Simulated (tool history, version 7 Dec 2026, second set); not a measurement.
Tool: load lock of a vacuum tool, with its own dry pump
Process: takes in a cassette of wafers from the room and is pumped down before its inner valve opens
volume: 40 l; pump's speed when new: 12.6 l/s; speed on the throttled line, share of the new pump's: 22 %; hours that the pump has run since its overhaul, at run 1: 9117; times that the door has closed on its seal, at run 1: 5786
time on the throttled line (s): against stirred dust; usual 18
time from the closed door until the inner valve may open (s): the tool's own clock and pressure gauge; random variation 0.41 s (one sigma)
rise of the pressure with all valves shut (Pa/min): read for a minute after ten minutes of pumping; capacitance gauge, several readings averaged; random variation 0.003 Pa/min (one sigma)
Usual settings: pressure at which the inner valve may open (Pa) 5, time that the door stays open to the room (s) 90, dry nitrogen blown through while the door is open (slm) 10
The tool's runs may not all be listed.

run    hour  time on the throttled line (s)  pressure at which the inner valve may open (Pa)  time that the door stays open to the room (s)  dry nitrogen blown through while the door is open (slm)  hours that the pump has run since its overhaul  times that the door has closed on its seal  incoming humidity of the room's air, %  time from the closed door until the inner valve may open (s)  rise of the pressure with all valves shut (Pa/min)
  1     0.0                              18                                                5                                             90                                                       10                                            9117                                        5786                                    45.5                                                          46.4                                               0.039
  2    78.1                              18                                                5                                             90                                                       10                                            9195                                        5905                                    47.2                                                          46.6                                               0.045
  3   163.7                              18                                                5                                             90                                                       10                                            9281                                        6036                                    44.1                                                          45.5                                               0.047
  4   310.8                              18                                                5                                             90                                                       10                                            9428                                        6260                                    44.3                                                          45.9                                               0.046
  5   443.1                              18                                                5                                             90                                                       10                                            9560                                        6462                                    44.8                                                          46.2                                               0.048
  6   604.8                              18                                                5                                             90                                                       10                                            9722                                        6709                                    48.0                                                          45.9                                               0.046
  7   738.5                              18                                                5                                             90                                                       10                                            9855                                        6913                                    44.8                                                          46.6                                               0.043
  8   816.7                              18                                                8                                             90                                                       10                                            9934                                        7032                                    45.3                                                          43.6                                               0.043
  9   938.7                              12                                                5                                             90                                                       10                                           10056                                        7218                                    44.4                                                          41.4                                               0.040
 10  1063.6                              18                                                5                                             90                                                       36                                           10180                                        7408                                    42.1                                                          45.8                                               0.024
 11  1165.0                              18                                                5                                             58                                                       10                                           10282                                        7563                                    45.7                                                          46.3                                               0.034
 12  1277.4                              18                                                5                                             58                                                       10                                           10394                                        7735                                    44.0                                                          46.0                                               0.037
 13  1353.8                              18                                                5                                             90                                                       12                                           10471                                        7851                                    47.7                                                          46.3                                               0.043
 14  1442.8                              18                                                9                                             89                                                       10                                           10560                                        7987                                    48.2                                                          43.3                                               0.047
 15  1517.6                              18                                                9                                             89                                                       10                                           10635                                        8101                                    43.7                                                          43.4                                               0.045
 16  1612.9                              12                                                6                                            234                                                       13                                           10730                                        8247                                    41.1                                                          40.8                                               0.052
 17  1762.4                              12                                                6                                            234                                                       13                                           10879                                        8475                                    43.0                                                          40.2                                               0.055
 18  1880.5                              10                                                7                                            218                                                       10                                           10997                                        8655                                    47.9                                                          38.4                                               0.065
 19  1965.1                              10                                                7                                            218                                                       10                                           11082                                        8784                                    44.4                                                          37.8                                               0.060
 20  2129.5                              10                                                8                                            218                                                       17                                           11246                                        9035                                    45.0                                                          38.3                                               0.051
 21  2286.6                              11                                                6                                             90                                                       18                                           11404                                        9274                                    45.4                                                          40.1                                               0.040
 22  2408.5                              11                                                6                                             90                                                       18                                           11525                                        9460                                    47.1                                                          40.5                                               0.040

Forecast run 23:
 23  2530.1                              11                                                6                                             90                                                       18                                           11647                                        9646                                    43.3                                                             ?                                                   ?

Run 23 gave time from the closed door until the inner valve may open (s) 40.2, rise of the pressure with all valves shut (Pa/min) 0.037.
Without the tool's hidden state the same run would have given time from the closed door until the inner valve may open (s) 40.1, rise of the pressure with all valves shut (Pa/min) 0.036.

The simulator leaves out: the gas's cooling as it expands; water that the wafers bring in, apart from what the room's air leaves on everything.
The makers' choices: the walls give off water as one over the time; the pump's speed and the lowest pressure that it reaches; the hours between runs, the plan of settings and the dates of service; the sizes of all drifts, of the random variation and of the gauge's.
